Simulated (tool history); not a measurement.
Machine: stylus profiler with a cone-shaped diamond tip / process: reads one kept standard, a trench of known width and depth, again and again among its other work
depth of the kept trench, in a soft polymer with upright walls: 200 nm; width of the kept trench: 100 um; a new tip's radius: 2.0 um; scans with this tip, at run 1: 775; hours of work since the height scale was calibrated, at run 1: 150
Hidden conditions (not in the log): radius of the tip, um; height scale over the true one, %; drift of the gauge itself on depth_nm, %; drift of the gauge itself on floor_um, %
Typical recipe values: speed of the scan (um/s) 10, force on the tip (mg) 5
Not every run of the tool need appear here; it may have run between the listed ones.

| run | hour | speed of the scan (um/s) | force on the tip (mg) | scans with this tip | hours of work since the height scale was calibrated | depth of the trench (nm) | width of the trench's floor (µm) |
|---|---|---|---|---|---|---|---|
| 1 | 0 | 10 | 5 | 775 | 150 | 203.05 | 98.19 |
| 2 | 11.7 | 10 | 5 | 803 | 155 | 202.69 | 98.2 |
| 3 | 28.5 | 18 | 5 | 844 | 163 | 202.94 | 98.14 |
| 4 | 40.3 | 18 | 5 | 872 | 169 | 202.84 | 98.22 |
| 5 | 51.3 | 18 | 5 | 899 | 174 | 202.71 | 98.13 |
| 6 | 60.4 | 10 | 5.94 | 921 | 178 | 203.42 | 98.2 |
| 7 | 74.4 | 20 | 5.94 | 955 | 185 | 203.36 | 98.15 |
| 8 | 88 | 20 | 5.94 | 988 | 191 | 203.22 | 98.15 |
| 9 | 105.9 | 20 | 5.94 | 1031 | 200 | 203.2 | 98.13 |
| 10 | 115.2 | 20 | 5.94 | 1054 | 204 | 203.22 | 98.16 |
| 11 | 123.1 | 20 | 5.94 | 1073 | 208 | 203.2 | 98.16 |
| 12 | 137.8 | 20 | 5.94 | 1109 | 215 | 203.29 | 98.16 |
| 13 | 151.9 | 20 | 5.94 | 1143 | 221 | 203.26 | 98.15 |
| 14 | 166.1 | 20 | 5.94 | 1177 | 228 | 203.14 | 98.16 |
| 15 | 178.1 | 4 | 5 | 1206 | 234 | 202.88 | 98.17 |
| 16 | 194.3 | 4 | 5 | 1245 | 241 | 202.93 | 98.22 |
| 17 | 211.3 | 13 | 5 | 1286 | 249 | 202.89 | 98.15 |
| 18 | 219.8 | 13 | 5 | 1307 | 253 | 202.9 | 98.13 |
| 19 | 236.9 | 10 | 6.18 | 1348 | 261 | 203.19 | 98.1 |
| 20 | 245.8 | 7 | 5 | 1370 | 265 | 202.8 | 98.14 |
| 21 | 256.5 | 7 | 5 | 1396 | 270 | 202.84 | 98.13 |
| 22 | 271.8 | 9 | 5 | 1433 | 277 | 202.58 | 98.18 |
| 23 | 288.6 | 10 | 1.74 | 1474 | 285 | 201.36 | 98.1 |
| 24 | 303.1 | 7 | 5 | 1509 | 292 | 202.89 | 98.15 |
| 25 | 318.9 | 6 | 3.86 | 1547 | 300 | 202.47 | 98.19 |
| 26 | 333.2 | 6 | 3.86 | 1582 | 306 | 202.32 | 98.16 |
| 27 | 342.1 | 6 | 10.25 | 1603 | 310 | 204.75 | 98.14 |
| 28 | 357.9 | 5 | 3.59 | 1641 | 318 | 202.18 | 98.14 |
| 29 | 371.3 | 5 | 3.59 | 1674 | 324 | 201.98 | 98.13 |
| 30 | 379.4 | 5 | 3.59 | 1693 | 328 | 202.27 | 98.15 |
| 31 | 389.7 | 3 | 12.46 | 1718 | 333 | 205.37 | 98.12 |
| 32 | 400.4 | 2 | 5 | 1744 | 338 | 202.94 | 98.15 |
| 33 | 412 | 8 | 9.55 | 1772 | 343 | 204.36 | 98.07 |
| 34 | 421.9 | 39 | 9.79 | 1796 | 348 | 204.64 | 98.07 |
| 35 | 432.2 | 26 | 3.51 | 1821 | 353 | 202.14 | 98.14 |
| 36 | 444.4 | 5 | 12.88 | 1851 | 358 | 205.48 | 98.11 |
| 37 | 460.6 | 6 | 3.02 | 1890 | 366 | 201.79 | 98.11 |
| 38 | 478.1 | 3 | 3.71 | 1932 | 374 | 201.96 | 98.12 |
| 39 | 490.7 | 2 | 1.79 | 1963 | 380 | 201.34 | 98.07 |
| 40 | 508.7 | 8 | 8.57 | 2007 | 389 | 203.96 | 98.12 |
| 41 | 518.5 | 13 | 7.84 | 2030 | 393 | 203.67 | 98.13 |
| 42 | 533 | 25 | 10.41 | 2065 | 400 | 204.58 | 98.04 |
| 43 | 543 | 25 | 10.41 | 2090 | 405 | 204.42 | 98.02 |
| 44 | 557 | 7 | 2.54 | 2124 | 411 | 201.48 | 98.12 |
| 45 | 566.8 | 7 | 2.54 | 2147 | 416 | 201.39 | 98.09 |
| 46 | 584.1 | 39 | 12.18 | 2189 | 424 | 205.1 | 98.06 |

Some steps in depth of the trench (nm), run to run, broken into two amounts with sign: the step expected even without the hidden condition (settings, incoming material, random variation), and the rest, left for the hidden condition together with whatever gauge scatter is not in both the measured and the hidden-condition-free result:
Run 2 -> 3: speed of the scan (um/s) 10 -> 18. depth of the trench (nm) +0.25: hidden state -0.01, all else +0.26.
Run 5 -> 6: speed of the scan (um/s) 18 -> 10, force on the tip (mg) 5 -> 5.94. depth of the trench (nm) +0.71: hidden state -0.01, all else +0.72.
Run 6 -> 7: speed of the scan (um/s) 10 -> 20. depth of the trench (nm) -0.06: hidden state -0.01, all else -0.05.
Run 35 -> 36: speed of the scan (um/s) 26 -> 5, force on the tip (mg) 3.51 -> 12.88. depth of the trench (nm) +3.34: hidden state -0.01, all else +3.35.
Run 36 -> 37: speed of the scan (um/s) 5 -> 6, force on the tip (mg) 12.88 -> 3.02. depth of the trench (nm) -3.69: hidden state +0, all else -3.69.
Run 45 -> 46: speed of the scan (um/s) 7 -> 39, force on the tip (mg) 2.54 -> 12.18. depth of the trench (nm) +3.71: hidden state -0.01, all else +3.72.

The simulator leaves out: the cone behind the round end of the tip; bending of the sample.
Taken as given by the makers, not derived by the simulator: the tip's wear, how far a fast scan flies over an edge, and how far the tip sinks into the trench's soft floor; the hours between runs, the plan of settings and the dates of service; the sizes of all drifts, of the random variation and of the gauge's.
